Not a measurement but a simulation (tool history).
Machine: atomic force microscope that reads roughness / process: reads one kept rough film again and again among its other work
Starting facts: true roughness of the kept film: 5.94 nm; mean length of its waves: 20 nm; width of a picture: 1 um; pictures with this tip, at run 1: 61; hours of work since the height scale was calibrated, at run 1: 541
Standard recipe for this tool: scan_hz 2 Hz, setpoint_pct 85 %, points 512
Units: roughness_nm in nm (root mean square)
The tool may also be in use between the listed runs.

run,hour,scan_hz,setpoint_pct,points,pictures with this tip,hours of work since the height scale was calibrated,roughness_nm
1,0,2,85,512,61,541,2.888
2,38.4,1.1,85,512,119,560,3.185
3,81.8,1.1,85,512,184,582,3.208
4,133,2,85,512,261,607,2.873
5,174.4,2,85,512,323,627,2.874
# hour 198.1: new tip fitted
6,223.6,1.83,85,512,39,651,2.935
7,262.9,2,85,512,98,671,2.867
8,305.3,2,85,512,162,691,2.882
9,338.3,2,85,512,211,708,2.885
10,378.2,2,85,512,271,727,2.885
11,400.9,2,85,512,305,738,2.901
# hour 436.7: new tip fitted
12,441.3,2,85,512,6,758,2.896
13,482.3,0.93,85,512,68,778,3.284
14,533.9,2,85,512,146,804,2.884
15,570.1,2,84,512,200,821,2.877
16,616.1,2,84,512,270,844,2.901
17,656.9,2,85,512,331,864,2.856
# hour 674.9: new tip fitted
18,695.4,2,85,985,31,883,2.901
19,730,3.09,68,914,83,900,3.14
20,775.1,2.18,62,316,151,922,3.349
21,815.5,3.94,80,293,212,942,2.526
22,858.6,3.94,80,293,277,963,2.506
23,893.2,3.94,80,293,329,980,2.504
# hour 912.6: new tip fitted
24,933.5,0.79,56,378,32,1000,3.603
25,960.8,0.79,56,378,73,1013,3.587
26,999.6,0.79,56,378,131,1032,3.591
27,1028.7,0.79,56,404,175,1046,3.604
28,1077.9,0.96,72,594,249,1071,3.478
29,1112.3,0.63,65,946,301,1088,3.601
30,1146.8,1.81,55,769,353,1105,3.542
# hour 1150.9: new tip fitted
31,1174.9,1.18,56,350,36,1118,3.554
32,1218.5,1.18,56,350,102,1140,3.551
33,1252.3,0.98,56,276,153,1156,3.525

5 options for the next run, each taken on its own from the tool as it stands now. Forecast them:
A,1297.9,3.03,71,954,222,1179,?
B,1297.9,1.87,57,319,222,1179,?
C,1297.9,2,85,311,222,1179,?
D,1297.9,1.83,56,276,222,1179,?
E,1297.9,2,85,610,222,1179,?

run,roughness_nm
A,3.092
B,3.473
C,2.828
D,3.436
E,2.874
The same runs, with their run-to-run variation unchanged, on a tool lacking any hidden condition would have given:
run,roughness_nm
A,3.101
B,3.483
C,2.836
D,3.446
E,2.882
